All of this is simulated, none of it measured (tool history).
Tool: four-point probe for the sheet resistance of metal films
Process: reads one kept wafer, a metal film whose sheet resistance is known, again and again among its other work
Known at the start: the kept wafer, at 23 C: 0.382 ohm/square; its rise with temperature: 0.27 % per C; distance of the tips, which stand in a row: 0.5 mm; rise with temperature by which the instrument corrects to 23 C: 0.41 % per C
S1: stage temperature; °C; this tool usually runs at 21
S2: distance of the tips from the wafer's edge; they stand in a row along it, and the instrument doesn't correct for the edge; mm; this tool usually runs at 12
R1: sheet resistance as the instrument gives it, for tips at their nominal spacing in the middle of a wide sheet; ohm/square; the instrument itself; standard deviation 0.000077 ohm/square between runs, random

| run | day | S1 | S2 | R1 |
|---|---|---|---|---|
| 1 | 0.000 | 21 | 12 | 0.383323 |
| 2 | 2.304 | 21 | 12 | 0.383461 |
| 3 | 5.846 | 21 | 12 | 0.383390 |
| 4 | 8.833 | 21 | 11 | 0.383487 |
| 5 | 12.504 | 21 | 11 | 0.383565 |
| 6 | 14.438 | 21 | 11 | 0.383411 |
| 7 | 16.825 | 21 | 11 | 0.383501 |
| 8 | 18.829 | 21 | 11 | 0.383513 |
|  | 20.733 | new probe head fitted |
| 9 | 21.783 | 21 | 11 | 0.383439 |
| 10 | 24.892 | 21 | 11 | 0.383534 |
| 11 | 28.517 | 21 | 11 | 0.383488 |
| 12 | 31.962 | 28 | 12 | 0.379715 |
| 13 | 33.867 | 28 | 12 | 0.379747 |
| 14 | 37.312 | 28 | 12 | 0.379828 |
| 15 | 40.133 | 28 | 12 | 0.379853 |
| 16 | 41.962 | 33 | 3 | 0.382590 |
| 17 | 43.992 | 33 | 3 | 0.382544 |
| 18 | 45.604 | 33 | 3 | 0.382365 |
| 19 | 47.788 | 33 | 3 | 0.382611 |
| 20 | 49.933 | 25 | 5 | 0.382984 |
| 21 | 51.700 | 28 | 11 | 0.379978 |
| 22 | 53.425 | 25 | 22 | 0.380972 |
| 23 | 57.188 | 27 | 26 | 0.380005 |
| 24 | 60.883 | 27 | 26 | 0.379929 |
| 25 | 63.083 | 24 | 61 | 0.381461 |
|  | 64.521 | stage's thermometer calibrated |
| 26 | 64.700 | 24 | 59 | 0.381418 |
| 27 | 67.567 | 34 | 54 | 0.376548 |
| 28 | 70.975 | 19 | 32 | 0.384194 |

Below are 5 alternative next runs, each starting from the tool's condition after run 28. Predict each:
| A | 74.142 | 26 | 10 | ? |
| B | 74.142 | 30 | 45 | ? |
| C | 74.142 | 25 | 7 | ? |
| D | 74.142 | 33 | 11 | ? |
| E | 74.142 | 19 | 33 | ? |

| run | R1 |
|---|---|
| A | 0.380898 |
| B | 0.378424 |
| C | 0.381960 |
| D | 0.377299 |
| E | 0.384169 |
The same runs, with their run-to-run variation unchanged, on a tool lacking any hidden condition would have given:
| run | R1 |
|---|---|
| A | 0.380889 |
| B | 0.378414 |
| C | 0.381951 |
| D | 0.377290 |
| E | 0.384159 |

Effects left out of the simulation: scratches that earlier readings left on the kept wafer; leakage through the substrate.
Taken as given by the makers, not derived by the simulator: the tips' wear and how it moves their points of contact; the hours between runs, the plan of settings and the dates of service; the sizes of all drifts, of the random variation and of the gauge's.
